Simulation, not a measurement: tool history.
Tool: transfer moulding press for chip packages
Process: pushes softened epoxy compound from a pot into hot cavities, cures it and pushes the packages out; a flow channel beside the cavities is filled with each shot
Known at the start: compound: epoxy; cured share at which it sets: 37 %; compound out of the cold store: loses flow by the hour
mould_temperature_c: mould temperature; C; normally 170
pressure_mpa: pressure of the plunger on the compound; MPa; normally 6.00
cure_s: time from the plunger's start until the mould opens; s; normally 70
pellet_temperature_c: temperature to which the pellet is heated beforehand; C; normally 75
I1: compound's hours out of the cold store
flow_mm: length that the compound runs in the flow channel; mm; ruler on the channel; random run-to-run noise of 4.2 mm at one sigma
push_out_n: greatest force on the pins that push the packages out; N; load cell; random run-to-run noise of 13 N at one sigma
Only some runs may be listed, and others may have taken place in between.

Run 1, hour 0.0: usual settings; I1 19.2. Result: flow_mm 607 mm, push_out_n 600 N.
At hour 15.0: plunger's sealing rings changed.
Run 2, hour 21.4: usual settings but pressure_mpa 6.19 MPa; I1 45.5. Result: flow_mm 539 mm, push_out_n 546 N.
Run 3, hour 31.9: usual settings but pressure_mpa 6.19 MPa; I1 45.3. Result: flow_mm 540 mm, push_out_n 576 N.
Run 4, hour 51.6: usual settings but pressure_mpa 6.71 MPa; I1 21.1. Result: flow_mm 628 mm, push_out_n 599 N.
Run 5, hour 63.1: usual settings but pellet_temperature_c 74 C; I1 29.9. Result: flow_mm 565 mm, push_out_n 598 N.
At hour 69.5: cavities cleaned with cleaning compound and waxed.
Run 6, hour 83.5: usual settings but pellet_temperature_c 74 C; I1 45.2. Result: flow_mm 533 mm, push_out_n 552 N.
Run 7, hour 96.9: usual settings but pellet_temperature_c 74 C; I1 21.7. Result: flow_mm 590 mm, push_out_n 632 N.
Run 8, hour 111.9: usual settings but cure_s 52 s; I1 32.9. Result: flow_mm 568 mm, push_out_n 1185 N.
Run 9, hour 122.8: usual settings but cure_s 72 s; I1 44.0. Result: flow_mm 542 mm, push_out_n 522 N.
At hour 135.2: cavities cleaned with cleaning compound and waxed.
Run 10, hour 144.5: usual settings but cure_s 72 s; I1 15.4. Result: flow_mm 610 mm, push_out_n 564 N.
Run 11, hour 160.0: usual settings but cure_s 72 s; I1 33.7. Result: flow_mm 560 mm, push_out_n 565 N.
Run 12, hour 175.7: usual settings but cure_s 72 s; I1 42.3. Result: flow_mm 543 mm, push_out_n 533 N.
Run 13, hour 188.9: usual settings; I1 38.0. Result: flow_mm 554 mm, push_out_n 583 N.
At hour 201.4: cavities cleaned with cleaning compound and waxed.
Run 14, hour 210.8: usual settings but pressure_mpa 5.69 MPa; I1 25.3. Result: flow_mm 569 mm, push_out_n 620 N.
Run 15, hour 219.5: usual settings but pressure_mpa 5.06 MPa; I1 36.2. Result: flow_mm 505 mm, push_out_n 583 N.
Run 16, hour 230.6: usual settings but mould_temperature_c 163 C, pressure_mpa 6.45 MPa, cure_s 59 s, pellet_temperature_c 73 C; I1 27.1. Result: flow_mm 618 mm, push_out_n 1364 N.
Run 17, hour 245.5: usual settings but mould_temperature_c 174 C, pressure_mpa 5.55 MPa, cure_s 59 s, pellet_temperature_c 66 C; I1 25.4. Result: flow_mm 561 mm, push_out_n 766 N.
Run 18, hour 263.2: usual settings but mould_temperature_c 175 C, pellet_temperature_c 68 C; I1 13.4. Result: flow_mm 606 mm, push_out_n 485 N.
At hour 267.3: cavities cleaned with cleaning compound and waxed.
Run 19, hour 285.2: usual settings but mould_temperature_c 175 C, pellet_temperature_c 68 C; I1 27.4. Result: flow_mm 569 mm, push_out_n 469 N.
Run 20, hour 297.3: usual settings but mould_temperature_c 169 C, cure_s 63 s, pellet_temperature_c 68 C; I1 33.4. Result: flow_mm 569 mm, push_out_n 846 N.
Run 21, hour 310.6: usual settings but mould_temperature_c 169 C, cure_s 63 s, pellet_temperature_c 68 C; I1 35.2. Result: flow_mm 552 mm, push_out_n 833 N.
Run 22, hour 329.2: usual settings but mould_temperature_c 172 C, pressure_mpa 6.64 MPa, cure_s 72 s, pellet_temperature_c 77 C; I1 26.7. Result: flow_mm 604 mm, push_out_n 504 N.
At hour 332.9: cavities cleaned with cleaning compound and waxed.
Run 23, hour 339.5: usual settings but mould_temperature_c 172 C, pressure_mpa 6.64 MPa, cure_s 72 s, pellet_temperature_c 77 C; I1 41.8. Result: flow_mm 570 mm, push_out_n 490 N.
At hour 345.1: plunger's sealing rings changed.
Run 24, hour 357.8: usual settings but pressure_mpa 5.97 MPa, cure_s 95 s, pellet_temperature_c 78 C; I1 37.2. Result: flow_mm 548 mm, push_out_n 390 N.
Run 25, hour 370.1: usual settings but mould_temperature_c 176 C, pressure_mpa 4.93 MPa, cure_s 98 s, pellet_temperature_c 71 C; I1 31.3. Result: flow_mm 514 mm, push_out_n 364 N.
At hour 382.0: mould's thermocouples calibrated.
Run 26, hour 383.9: usual settings but mould_temperature_c 176 C, pressure_mpa 5.24 MPa, cure_s 98 s, pellet_temperature_c 71 C; I1 36.3. Result: flow_mm 514 mm, push_out_n 364 N.

Consider 3 possible next runs. They are alternatives, not a sequence: every one starts from the tool as it was left by run 26. What does each give?
At hour 404.3: cavities cleaned with cleaning compound and waxed.
Run A, hour 406.3: usual settings but pressure_mpa 6.64 MPa, cure_s 51 s, pellet_temperature_c 77 C; I1 29.9. Result: flow_mm ?, push_out_n ?.
At hour 404.3: cavities cleaned with cleaning compound and waxed.
Run B, hour 406.3: usual settings but mould_temperature_c 169 C, pressure_mpa 6.37 MPa, pellet_temperature_c 83 C; I1 43.2. Result: flow_mm ?, push_out_n ?.
At hour 404.3: cavities cleaned with cleaning compound and waxed.
Run C, hour 406.3: usual settings but mould_temperature_c 174 C, pressure_mpa 7.13 MPa, pellet_temperature_c 80 C; I1 8.8. Result: flow_mm ?, push_out_n ?.

run  flow_mm  push_out_n
  A      607        1248
  B      564         559
  C      683         496
Without the tool's hidden state the same runs would have given:
run  flow_mm  push_out_n
  A      607        1247
  B      564         559
  C      683         496
